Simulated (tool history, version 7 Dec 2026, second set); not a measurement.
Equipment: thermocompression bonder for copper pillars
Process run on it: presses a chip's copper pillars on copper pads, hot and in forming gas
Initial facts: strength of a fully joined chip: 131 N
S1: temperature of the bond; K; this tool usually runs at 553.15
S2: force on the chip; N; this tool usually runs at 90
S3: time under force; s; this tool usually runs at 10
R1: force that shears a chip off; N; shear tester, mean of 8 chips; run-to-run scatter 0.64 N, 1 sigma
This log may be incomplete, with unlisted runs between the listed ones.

run	hour	S1	S2	S3	R1
1	0.0	553.15	90	10	88.5
2	4.9	553.15	75	10	82.1
3	9.9	553.15	75	10	80.6
4	16.1	553.15	75	10	82.1
# hour 19.1: forming gas filter changed
5	25.2	553.15	75	10	84.3
6	35.1	553.15	90	10	92.7
7	44.1	526.15	90	10	67.2
8	49.1	526.15	90	10	65.7
9	58.5	553.15	90	10	91.5
10	68.6	553.15	90	16	102.2
11	77.9	553.15	90	16	103.2
12	83.0	553.15	90	16	101.7
13	91.4	553.15	90	16	103.4
14	98.7	553.15	90	10	92.8
15	108.2	553.15	90	10	92.0
# hour 110.8: heater calibrated with a thermocouple chip
16	121.0	553.15	90	10	93.4
17	131.9	553.15	90	10	92.6
# hour 138.5: heater calibrated with a thermocouple chip, once more
18	144.1	553.15	56	10	70.2
19	150.8	553.15	90	10	90.1
20	155.4	553.15	90	10	90.2
21	165.0	555.15	90	26	112.4
22	176.0	555.15	74	26	105.6
23	186.0	555.15	134	8	103.1
24	194.6	543.15	88	10	81.2
25	203.6	543.15	88	22	98.2
26	212.9	569.15	63	6	77.2
27	220.6	553.15	125	7	94.4
28	231.0	553.15	80	7	77.2
29	241.7	549.15	90	19	100.2
30	251.6	535.15	120	8	79.5
31	256.8	538.15	120	8	83.4
32	262.8	538.15	120	8	83.0
33	269.6	538.15	120	8	82.6
34	278.6	534.15	90	24	92.6
35	284.4	581.15	90	24	123.2
36	290.8	553.15	68	5	62.8
37	299.7	532.15	69	5	46.0
38	310.1	578.15	90	10	109.7
39	315.9	559.15	83	13	97.0

Forecast each of these 3 alternatives for the next run:
A	325.6	543.15	98	10	?
B	325.6	562.15	131	5	?
C	325.6	553.15	56	10	?

run	R1
A	84.6
B	97.7
C	70.4
With the hidden condition removed and each run's random variation left untouched, the same runs would have given:
run	R1
A	85.6
B	99.2
C	71.1

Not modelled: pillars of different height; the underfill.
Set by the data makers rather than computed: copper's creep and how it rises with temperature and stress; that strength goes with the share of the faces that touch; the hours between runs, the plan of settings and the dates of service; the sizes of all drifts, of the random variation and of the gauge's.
